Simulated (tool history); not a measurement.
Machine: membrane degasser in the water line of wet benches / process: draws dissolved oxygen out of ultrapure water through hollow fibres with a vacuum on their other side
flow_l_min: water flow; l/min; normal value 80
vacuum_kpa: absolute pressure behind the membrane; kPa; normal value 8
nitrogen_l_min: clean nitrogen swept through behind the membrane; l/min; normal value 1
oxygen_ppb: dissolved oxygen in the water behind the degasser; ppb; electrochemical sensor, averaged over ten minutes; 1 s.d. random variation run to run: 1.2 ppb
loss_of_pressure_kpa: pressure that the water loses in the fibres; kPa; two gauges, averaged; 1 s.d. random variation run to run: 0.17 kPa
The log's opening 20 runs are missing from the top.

| run | hour | flow_l_min | vacuum_kpa | nitrogen_l_min | hours since the membrane was changed | hours since the vacuum gauge was calibrated | hours since the vacuum lines were made tight | oxygen_ppb | loss_of_pressure_kpa |
|---|---|---|---|---|---|---|---|---|---|
| 21 | 641.9 | 113 | 10.86 | 1.47 | 1514 | 96 | 2193 | 950 | 42.31 |
|  | 644.8 | vacuum gauge calibrated, once more |
| 22 | 666.3 | 58 | 11.28 | 1.85 | 1538 | 21 | 2217 | 500.1 | 21.93 |
| 23 | 710 | 82 | 8.49 | 1 | 1581 | 65 | 2261 | 675.1 | 30.78 |
| 24 | 752.3 | 80 | 11.49 | 0.83 | 1624 | 107 | 2303 | 1128.2 | 29.83 |
| 25 | 784 | 108 | 6.86 | 1 | 1655 | 139 | 2335 | 569.7 | 40.62 |
| 26 | 821.1 | 72 | 11.18 | 0.73 | 1693 | 176 | 2372 | 1104.7 | 27.39 |
| 27 | 863.8 | 52 | 9.74 | 0.79 | 1735 | 219 | 2415 | 709.9 | 19.52 |
| 28 | 887 | 52 | 9.74 | 0.79 | 1758 | 242 | 2438 | 707.5 | 19.43 |
| 29 | 925.5 | 52 | 9.74 | 0.79 | 1797 | 281 | 2476 | 713.1 | 19.74 |
| 30 | 964.8 | 52 | 9.74 | 0.79 | 1836 | 320 | 2516 | 709.6 | 19.68 |
| 31 | 985.3 | 86 | 8 | 1 | 1857 | 340 | 2536 | 634.7 | 32.65 |

5 ways to go on from here, each from the tool as it stands after run 31. What would each give?
| A | 1008.8 | 66 | 14.38 | 1 | 1880 | 364 | 2560 | ? | ? |
| B | 1008.8 | 127 | 4.85 | 0.76 | 1880 | 364 | 2560 | ? | ? |
| C | 1008.8 | 86 | 8 | 2.05 | 1880 | 364 | 2560 | ? | ? |
| D | 1008.8 | 93 | 8 | 1 | 1880 | 364 | 2560 | ? | ? |
| E | 1008.8 | 115 | 8 | 1.07 | 1880 | 364 | 2560 | ? | ? |

| run | oxygen_ppb | loss_of_pressure_kpa |
|---|---|---|
| A | 1165.8 | 24.85 |
| B | 352.6 | 47.85 |
| C | 385.7 | 32.3 |
| D | 666.9 | 35.16 |
| E | 738.5 | 43.47 |
Had the tool no hidden state, the same runs would have come out as:
| run | oxygen_ppb | loss_of_pressure_kpa |
|---|---|---|
| A | 1170.3 | 24.61 |
| B | 358.8 | 47.38 |
| C | 388.2 | 31.98 |
| D | 672.5 | 34.81 |
| E | 744 | 43.04 |

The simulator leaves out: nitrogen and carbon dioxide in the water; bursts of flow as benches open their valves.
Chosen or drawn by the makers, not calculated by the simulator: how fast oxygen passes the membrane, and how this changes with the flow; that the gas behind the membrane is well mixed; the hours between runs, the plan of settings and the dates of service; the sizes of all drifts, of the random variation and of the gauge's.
